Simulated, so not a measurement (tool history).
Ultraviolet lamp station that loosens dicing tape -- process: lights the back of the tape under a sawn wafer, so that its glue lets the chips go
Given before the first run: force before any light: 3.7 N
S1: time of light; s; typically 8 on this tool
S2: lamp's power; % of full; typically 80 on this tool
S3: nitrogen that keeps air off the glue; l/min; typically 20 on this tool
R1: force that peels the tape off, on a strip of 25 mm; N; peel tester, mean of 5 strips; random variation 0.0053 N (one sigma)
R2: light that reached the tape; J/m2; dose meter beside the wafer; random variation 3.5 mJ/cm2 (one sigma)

run     day  S1  S2  S3     R1    R2
  1   0.000   8  80  20  0.173  4090
  2   1.012   8  80  20  0.189  3980
  3   1.762   8  80  20  0.175  3980
  4   2.496   8  80  20  0.189  3880
  5   3.025   5  80  20  0.509  2390
  6   4.171   8  80  20  0.195  3820
  7   5.004   8  80  20  0.205  3790
  8   5.908   8  80  20  0.191  3740
  9   6.662   8  70  20  0.285  3240
 10   7.233   8  70  20  0.293  3200
 11   7.708   8  70  20  0.283  3200
 12   8.304   8  70  20  0.300  3180
 13   9.033   8  70  20  0.310  3130
 14   9.675   8  70  20  0.313  3080
 15  10.283  13  80  20  0.086  5730
 16  11.283  13  80  20  0.081  5610
 17  12.075   8  94   7  0.397  4060
 18  13.196  12  80  20  0.101  5060
 19  14.004   8  67  12  0.561  2770
 20  14.912   8  67  12  0.579  2730
 21  15.762  15  67  19  0.109  5100
     15.871  -- window cleaned of glue's vapour
 22  16.583   8  66  26  0.388  2480
 23  17.650  10  69  20  0.289  3260
 24  18.217   9  86  29  0.161  3650
     18.938  -- lamp changed
 25  19.092  12  75  15  0.080  7090
 26  19.675   8  60  20  0.185  3750
     19.862  -- window cleaned of glue's vapour, once more
 27  20.292   8  60  20  0.159  4210
 28  21.421   8  60  20  0.161  4080
 29  22.067  11  60   8  0.178  5540
 30  23.012   8  80   7  0.213  5450
 31  23.667   4  75  29  0.385  2530

For each run, the measured value with the value that run would have given without the tool's hidden condition subtracted. The run-to-run variation is shared by both, the gauge scatter possibly not:
The tool's hidden condition here consists of: lamp's light, % of a new lamp's; light that the window lets through, % of a clean one's; drift of the gauge itself on peel_n, %; drift of the gauge itself on dose_mj_cm2, %.
run      R1     R2
  1  +0.084  -1590
  2  +0.093  -1650
  3  +0.092  -1680
  4  +0.099  -1710
  5  +0.277  -1090
  6  +0.109  -1810
  7  +0.108  -1850
  8  +0.115  -1900
  9  +0.172  -1710
 10  +0.181  -1720
 11  +0.179  -1760
 12  +0.190  -1800
 13  +0.195  -1800
 14  +0.202  -1850
 15  +0.025  -3480
 16  +0.028  -3540
 17  +0.268  -2620
 18  +0.044  -3420
 19  +0.379  -1940
 20  +0.390  -1980
 21  +0.047  -3760
 22  +0.290  -2100
 23  +0.198  -2800
 24  +0.106  -3160
 25  +0.007   -790
 26  +0.044   -450
 27  +0.006    -70
 28  +0.010   -120
 29  +0.013   -200
 30  +0.022   -250
 31  +0.041   -140

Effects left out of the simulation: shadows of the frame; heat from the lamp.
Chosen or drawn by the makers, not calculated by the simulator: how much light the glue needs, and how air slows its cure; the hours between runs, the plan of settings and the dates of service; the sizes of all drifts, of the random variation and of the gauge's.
